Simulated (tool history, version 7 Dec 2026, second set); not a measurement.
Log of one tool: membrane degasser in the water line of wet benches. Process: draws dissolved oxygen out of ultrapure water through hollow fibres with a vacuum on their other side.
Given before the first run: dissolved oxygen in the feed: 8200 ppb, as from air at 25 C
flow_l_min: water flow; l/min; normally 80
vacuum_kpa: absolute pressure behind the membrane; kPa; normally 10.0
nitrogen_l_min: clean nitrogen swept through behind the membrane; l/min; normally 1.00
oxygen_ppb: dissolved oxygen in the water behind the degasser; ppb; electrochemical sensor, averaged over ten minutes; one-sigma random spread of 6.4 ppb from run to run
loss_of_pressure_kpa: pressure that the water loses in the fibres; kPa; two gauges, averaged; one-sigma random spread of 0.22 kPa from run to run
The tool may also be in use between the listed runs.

run	day	flow_l_min	vacuum_kpa	nitrogen_l_min	oxygen_ppb	loss_of_pressure_kpa
1	0.000	80	10.0	1.00	853.0	51.18
2	4.246	80	10.0	1.00	857.6	51.22
3	7.600	80	10.0	1.00	856.1	51.23
4	10.025	80	10.0	1.00	864.8	51.04
5	12.962	80	10.0	0.43	1353.3	50.89
6	15.775	80	10.0	0.43	1360.0	50.85
7	17.625	80	10.0	2.19	502.8	51.20
8	21.750	80	10.0	1.00	868.8	51.11
# day 24.104: vacuum gauge calibrated
9	24.188	80	10.0	1.00	858.8	50.91
10	26.304	80	10.0	1.00	861.1	50.85
11	28.129	80	10.0	1.00	846.2	50.90
12	32.346	72	10.0	1.00	798.3	45.61
13	35.850	72	10.0	1.00	793.3	45.49
14	38.054	72	10.0	1.00	797.1	45.51
15	40.850	109	6.7	1.07	563.2	68.93
16	45.183	109	6.7	1.07	552.8	69.05
# day 47.750: gauge calibrated
17	47.942	109	6.7	1.07	557.7	70.03
18	51.004	71	6.7	1.04	416.5	45.61
19	52.983	111	23.6	1.98	1801.5	71.13
20	56.521	70	14.3	0.69	1526.6	44.52
21	58.908	65	18.8	0.80	1783.2	41.45
22	61.146	77	10.9	1.06	916.0	49.10
23	64.696	77	10.9	1.06	898.4	49.08
24	67.346	70	12.3	1.21	916.9	44.77
25	70.229	70	11.5	0.43	1518.3	44.61

Below, each run's measurement less what the same run would have read without the hidden state. Both values contain the same run-to-run variation, but the gauge's scatter may not be the same in both:
Hidden state at play: membrane still open, %; true pressure behind the membrane over the reading, kPa; air that leaks in behind the membrane, l/min; drift of the gauge itself on oxygen_ppb, %; drift of the gauge itself on loss_of_pressure_kpa, %.
run	loss_of_pressure_kpa
1	+0.04
2	-0.07
3	-0.15
4	-0.21
5	-0.28
6	-0.35
7	-0.40
8	-0.50
9	-0.56
10	-0.61
11	-0.66
12	-0.69
13	-0.77
14	-0.81
15	-1.33
16	-1.48
17	+0.06
18	-0.02
19	-0.10
20	-0.15
21	-0.18
22	-0.27
23	-0.36
24	-0.38
25	-0.45
oxygen_ppb without the hidden state stays within 1.5 ppb of what was measured, in all runs.
